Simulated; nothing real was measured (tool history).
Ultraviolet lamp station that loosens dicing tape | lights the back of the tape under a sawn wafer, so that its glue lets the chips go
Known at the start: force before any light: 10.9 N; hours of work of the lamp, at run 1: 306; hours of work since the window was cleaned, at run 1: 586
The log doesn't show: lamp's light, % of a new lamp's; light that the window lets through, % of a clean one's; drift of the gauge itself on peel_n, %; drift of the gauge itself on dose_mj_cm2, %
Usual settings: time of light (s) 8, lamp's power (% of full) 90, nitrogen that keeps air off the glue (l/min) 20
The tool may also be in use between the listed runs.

run     day  time of light (s)  lamp's power (% of full)  nitrogen that keeps air off the glue (l/min)  hours of work of the lamp  hours of work since the window was cleaned  force that peels the tape off (N)  light that reached the tape (mJ/cm2)
  1   0.000                  8                        90                                            20                        306                                         586                              0.808                                   300
  2   0.575                  8                        90                                            20                        316                                         596                              0.799                                   301
  3   0.900                  8                        90                                            20                        322                                         601                              0.812                                   298
  4   1.446                 10                        90                                            20                        332                                         611                              0.479                                   373
  5   1.954                  8                        90                                            20                        341                                         620                              0.831                                   296
  6   2.454                  8                        90                                            20                        350                                         629                              0.879                                   296
  7   2.988                  6                        90                                            20                        359                                         638                              1.584                                   216
  8   3.658                  6                        90                                            20                        371                                         650                              1.621                                   218
  9   4.046                  6                        90                                            20                        378                                         657                              1.649                                   217
 10   4.358                  6                        90                                            20                        383                                         663                              1.654                                   216
 11   4.962                  6                        90                                            20                        394                                         673                              1.631                                   213
 12   5.254                  8                        63                                            20                        399                                         678                              1.789                                   203
 13   5.762                  8                        63                                            20                        408                                         687                              1.828                                   200
      6.325  -- window cleaned of glue's vapour
 14   6.325                  8                        63                                            20                        418                                           0                              1.395                                   231
 15   6.992                  8                        80                                            20                        430                                          12                              0.846                                   293
 16   7.358                  8                        80                                            20                        436                                          18                              0.873                                   286
 17   7.879                  7                        93                                            11                        445                                          27                              1.399                                   290
 18   8.558                 13                        86                                            11                        457                                          39                              0.383                                   502
 19   8.929                 13                        86                                            11                        464                                          46                              0.376                                   499
 20   9.600                  8                        73                                            30                        476                                          58                              0.854                                   256
 21   9.883                  8                        61                                            11                        481                                          63                              2.373                                   217
 22  10.258                 12                        65                                             6                        487                                          70                              1.617                                   341
 23  10.783                  4                        69                                            32                        497                                          79                              3.137                                   122
 24  11.367                  8                        67                                            37                        507                                          89                              0.960                                   226
 25  12.042                  8                        81                                            14                        519                                         101                              1.293                                   283
 26  12.504                  8                        81                                            14                        527                                         109                              1.281                                   280
 27  12.904                  8                        81                                            14                        534                                         116                              1.313                                   278
 28  13.512                  8                        81                                            14                        545                                         127                              1.297                                   272
 29  13.867                 10                       100                                            31                        551                                         133                              0.221                                   426
 30  14.321                  7                        61                                            20                        559                                         141                              2.241                                   180

The same runs without the tool's hidden state, with the same run-to-run variation:
run  force that peels the tape off (N)  light that reached the tape (mJ/cm2)
  1                              0.432                                   381
  2                              0.425                                   384
  3                              0.422                                   381
  4                              0.241                                   480
  5                              0.423                                   384
  6                              0.441                                   385
  7                              0.897                                   284
  8                              0.904                                   287
  9                              0.917                                   288
 10                              0.914                                   287
 11                              0.892                                   285
 12                              1.004                                   271
 13                              1.019                                   269
 14                              1.012                                   269
 15                              0.570                                   344
 16                              0.581                                   337
 17                              0.976                                   343
 18                              0.236                                   597
 19                              0.227                                   597
 20                              0.533                                   309
 21                              1.744                                   261
 22                              1.101                                   413
 23                              2.403                                   148
 24                              0.582                                   278
 25                              0.806                                   349
 26                              0.789                                   347
 27                              0.803                                   346
 28                              0.782                                   342
 29                              0.130                                   536
 30                              1.495                                   227
